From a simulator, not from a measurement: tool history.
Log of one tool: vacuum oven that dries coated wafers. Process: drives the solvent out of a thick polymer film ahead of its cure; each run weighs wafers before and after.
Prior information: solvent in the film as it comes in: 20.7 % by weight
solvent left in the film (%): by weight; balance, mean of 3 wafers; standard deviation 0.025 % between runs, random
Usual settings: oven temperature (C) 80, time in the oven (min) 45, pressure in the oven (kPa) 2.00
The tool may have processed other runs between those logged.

Run 1, day 0.000: usual settings. Result: solvent left in the film (%) 1.76.
Run 2, day 1.204: usual settings but time in the oven (min) 55. Result: solvent left in the film (%) 1.43.
Run 3, day 2.767: usual settings but time in the oven (min) 39. Result: solvent left in the film (%) 2.09.
Run 4, day 3.633: usual settings but time in the oven (min) 39. Result: solvent left in the film (%) 2.06.
Run 5, day 5.225: usual settings but time in the oven (min) 39. Result: solvent left in the film (%) 2.11.
Run 6, day 6.679: usual settings but oven temperature (C) 86. Result: solvent left in the film (%) 0.99.
Run 7, day 7.946: usual settings. Result: solvent left in the film (%) 1.75.
Run 8, day 8.838: usual settings. Result: solvent left in the film (%) 1.77.
Run 9, day 10.212: usual settings. Result: solvent left in the film (%) 1.76.
Run 10, day 11.367: usual settings but time in the oven (min) 50. Result: solvent left in the film (%) 1.52.
Run 11, day 12.875: usual settings. Result: solvent left in the film (%) 1.72.
Run 12, day 14.429: usual settings but time in the oven (min) 40. Result: solvent left in the film (%) 1.97.
Run 13, day 16.088: usual settings. Result: solvent left in the film (%) 1.71.
Run 14, day 17.438: usual settings. Result: solvent left in the film (%) 1.72.
Run 15, day 18.846: usual settings but oven temperature (C) 69. Result: solvent left in the film (%) 5.71.
Run 16, day 20.158: usual settings but oven temperature (C) 69, time in the oven (min) 52. Result: solvent left in the film (%) 5.02.
Run 17, day 21.388: usual settings. Result: solvent left in the film (%) 1.77.
Run 18, day 22.312: usual settings. Result: solvent left in the film (%) 1.70.
Run 19, day 23.304: usual settings. Result: solvent left in the film (%) 1.75.
Run 20, day 24.450: usual settings. Result: solvent left in the film (%) 1.68.
Run 21, day 25.508: usual settings but time in the oven (min) 33. Result: solvent left in the film (%) 2.51.
Run 22, day 26.662: usual settings but oven temperature (C) 82, time in the oven (min) 23. Result: solvent left in the film (%) 3.15.
Run 23, day 28.096: usual settings but oven temperature (C) 82, time in the oven (min) 23. Result: solvent left in the film (%) 3.16.
Run 24, day 29.554: usual settings but oven temperature (C) 71, time in the oven (min) 53. Result: solvent left in the film (%) 3.91.
Run 25, day 30.358: usual settings but oven temperature (C) 87, time in the oven (min) 60, pressure in the oven (kPa) 6.64. Result: solvent left in the film (%) 2.65.
Run 26, day 31.642: usual settings but oven temperature (C) 87, time in the oven (min) 31, pressure in the oven (kPa) 6.64. Result: solvent left in the film (%) 2.84.
Run 27, day 32.858: usual settings but oven temperature (C) 66, time in the oven (min) 27, pressure in the oven (kPa) 3.91. Result: solvent left in the film (%) 10.89.
Run 28, day 33.542: usual settings but oven temperature (C) 85, time in the oven (min) 59, pressure in the oven (kPa) 3.91. Result: solvent left in the film (%) 1.79.
Run 29, day 34.558: usual settings but oven temperature (C) 87, time in the oven (min) 46. Result: solvent left in the film (%) 0.97.
Run 30, day 35.867: usual settings but oven temperature (C) 87, time in the oven (min) 46. Result: solvent left in the film (%) 0.95.
Run 31, day 36.608: usual settings but time in the oven (min) 30, pressure in the oven (kPa) 1.80. Result: solvent left in the film (%) 2.62.
Run 32, day 37.654: usual settings but time in the oven (min) 30, pressure in the oven (kPa) 1.80. Result: solvent left in the film (%) 2.61.
Run 33, day 38.450: usual settings but time in the oven (min) 30, pressure in the oven (kPa) 1.80. Result: solvent left in the film (%) 2.70.
Run 34, day 39.925: usual settings but oven temperature (C) 92. Result: solvent left in the film (%) 0.79.
Run 35, day 41.546: usual settings but time in the oven (min) 57, pressure in the oven (kPa) 2.15. Result: solvent left in the film (%) 1.46.
Run 36, day 42.333: usual settings but time in the oven (min) 25, pressure in the oven (kPa) 2.15. Result: solvent left in the film (%) 3.44.
Run 37, day 43.425: usual settings but oven temperature (C) 88, time in the oven (min) 50, pressure in the oven (kPa) 3.86. Result: solvent left in the film (%) 1.54.
Run 38, day 44.729: usual settings but oven temperature (C) 88, time in the oven (min) 50, pressure in the oven (kPa) 3.86. Result: solvent left in the film (%) 1.53.

Below are 3 alternative next runs, each starting from the tool's condition after run 38. Predict each:
Run A, day 46.354: usual settings but oven temperature (C) 66, time in the oven (min) 50, pressure in the oven (kPa) 5.46. Result: solvent left in the film (%) ?.
Run B, day 46.354: usual settings but oven temperature (C) 88, time in the oven (min) 50, pressure in the oven (kPa) 3.55. Result: solvent left in the film (%) ?.
Run C, day 46.354: usual settings but oven temperature (C) 86, time in the oven (min) 50, pressure in the oven (kPa) 3.86. Result: solvent left in the film (%) ?.

run  solvent left in the film (%)
  A                          8.73
  B                          1.45
  C                          1.67
Take away the tool's hidden state, keep each run's random variation, and the runs would have read:
run  solvent left in the film (%)
  A                          9.35
  B                          1.36
  C                          1.60
